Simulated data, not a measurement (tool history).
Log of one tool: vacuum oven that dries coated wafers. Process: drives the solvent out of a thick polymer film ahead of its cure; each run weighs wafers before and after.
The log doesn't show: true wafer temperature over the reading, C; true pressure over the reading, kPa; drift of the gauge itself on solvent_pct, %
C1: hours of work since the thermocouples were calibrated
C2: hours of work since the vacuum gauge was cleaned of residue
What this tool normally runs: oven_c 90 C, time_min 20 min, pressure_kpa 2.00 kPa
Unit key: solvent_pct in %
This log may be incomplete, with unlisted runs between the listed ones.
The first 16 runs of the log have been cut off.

{"run": 17, "hour": 166.0, "oven_c": 90, "time_min": 26, "pressure_kpa": 2.0, "C1": 131, "C2": 320, "solvent_pct": 2.08}
{"run": 18, "hour": 175.8, "oven_c": 90, "time_min": 26, "pressure_kpa": 2.0, "C1": 136, "C2": 324, "solvent_pct": 2.25}
{"run": 19, "hour": 190.2, "oven_c": 90, "time_min": 26, "pressure_kpa": 2.0, "C1": 143, "C2": 331, "solvent_pct": 2.08}
{"run": 20, "hour": 197.1, "oven_c": 90, "time_min": 26, "pressure_kpa": 4.77, "C1": 146, "C2": 334, "solvent_pct": 4.2}
{"run": 21, "hour": 208.9, "oven_c": 90, "time_min": 26, "pressure_kpa": 4.77, "C1": 152, "C2": 340, "solvent_pct": 4.17}
{"run": 22, "hour": 222.8, "oven_c": 90, "time_min": 12, "pressure_kpa": 2.0, "C1": 158, "C2": 346, "solvent_pct": 5.03}
{"run": 23, "hour": 232.7, "oven_c": 79, "time_min": 35, "pressure_kpa": 6.17, "C1": 163, "C2": 351, "solvent_pct": 8.7}
{"run": 24, "hour": 241.9, "oven_c": 79, "time_min": 35, "pressure_kpa": 6.17, "C1": 167, "C2": 355, "solvent_pct": 8.51}
{"run": 25, "hour": 252.9, "oven_c": 97, "time_min": 33, "pressure_kpa": 1.35, "C1": 172, "C2": 361, "solvent_pct": 0.84}
{"run": 26, "hour": 263.8, "oven_c": 97, "time_min": 33, "pressure_kpa": 1.35, "C1": 178, "C2": 366, "solvent_pct": 0.89}
{"run": 27, "hour": 278.9, "oven_c": 97, "time_min": 33, "pressure_kpa": 1.35, "C1": 185, "C2": 373, "solvent_pct": 0.91}
{"run": 28, "hour": 292.1, "oven_c": 75, "time_min": 17, "pressure_kpa": 3.09, "C1": 191, "C2": 379, "solvent_pct": 10.48}
{"run": 29, "hour": 304.9, "oven_c": 95, "time_min": 20, "pressure_kpa": 1.1, "C1": 197, "C2": 385, "solvent_pct": 1.22}
{"run": 30, "hour": 319.4, "oven_c": 99, "time_min": 11, "pressure_kpa": 2.36, "C1": 204, "C2": 392, "solvent_pct": 2.63}
{"run": 31, "hour": 330.5, "oven_c": 99, "time_min": 11, "pressure_kpa": 2.36, "C1": 209, "C2": 397, "solvent_pct": 2.6}
{"run": 32, "hour": 342.9, "oven_c": 99, "time_min": 11, "pressure_kpa": 2.36, "C1": 215, "C2": 403, "solvent_pct": 2.52}
{"run": 33, "hour": 350.1, "oven_c": 100, "time_min": 11, "pressure_kpa": 2.96, "C1": 219, "C2": 407, "solvent_pct": 2.63}

Alternative continuations, all from the tool just after run 33; predict every row:
{"run": "A", "hour": 364.4, "oven_c": 100, "time_min": 13, "pressure_kpa": 2.96, "C1": 225, "C2": 414, "solvent_pct": "?"}
{"run": "B", "hour": 364.4, "oven_c": 98, "time_min": 23, "pressure_kpa": 4.82, "C1": 225, "C2": 414, "solvent_pct": "?"}
{"run": "C", "hour": 364.4, "oven_c": 75, "time_min": 10, "pressure_kpa": 4.29, "C1": 225, "C2": 414, "solvent_pct": "?"}

run=A solvent_pct=2.22
run=B solvent_pct=2.89
run=C solvent_pct=13.51
Had the tool no hidden state, the same runs would have come out as:
run=A solvent_pct=2.19
run=B solvent_pct=2.86
run=C solvent_pct=13.49
